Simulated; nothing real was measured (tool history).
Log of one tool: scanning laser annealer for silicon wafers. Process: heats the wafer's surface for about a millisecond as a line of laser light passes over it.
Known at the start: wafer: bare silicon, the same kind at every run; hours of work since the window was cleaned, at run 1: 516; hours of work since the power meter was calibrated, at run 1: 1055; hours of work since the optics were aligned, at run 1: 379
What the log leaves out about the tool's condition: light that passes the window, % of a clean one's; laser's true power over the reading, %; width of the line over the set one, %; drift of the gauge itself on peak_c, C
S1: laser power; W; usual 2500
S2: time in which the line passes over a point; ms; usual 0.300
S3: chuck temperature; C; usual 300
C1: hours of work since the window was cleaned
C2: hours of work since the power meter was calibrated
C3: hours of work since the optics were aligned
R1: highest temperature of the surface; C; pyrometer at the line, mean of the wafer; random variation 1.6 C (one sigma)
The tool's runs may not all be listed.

run,hour,S1,S2,S3,C1,C2,C3,R1
1,0.0,2500,0.300,300,516,1055,379,1007
2,53.3,2500,0.300,300,542,1081,406,1008
3,104.3,2500,0.300,283,567,1107,431,994
4,154.8,2500,0.300,283,592,1132,456,991
# hour 187.0: window over the wafer cleaned
5,212.8,2500,0.300,283,13,1160,484,993
6,268.8,2500,0.300,300,41,1187,512,1008
7,298.1,2691,0.278,295,55,1202,526,1040
8,353.4,2691,0.293,295,83,1229,554,1059
9,410.9,2192,0.257,318,111,1258,582,886
10,437.9,2569,0.368,322,125,1271,596,1120
11,500.3,2338,0.368,322,155,1302,627,1041

4 options for the next run, each taken on its own from the tool as it stands now. Forecast them:
A,556.3,2274,0.249,322,183,1330,655,?
B,556.3,2500,0.374,275,183,1330,655,?
C,556.3,2338,0.355,301,183,1330,655,?
D,556.3,2678,0.289,311,183,1330,655,?

run,R1
A,909
B,1057
C,1008
D,1065
Without the tool's hidden state the same runs would have given:
run,R1
A,909
B,1057
C,1009
D,1065
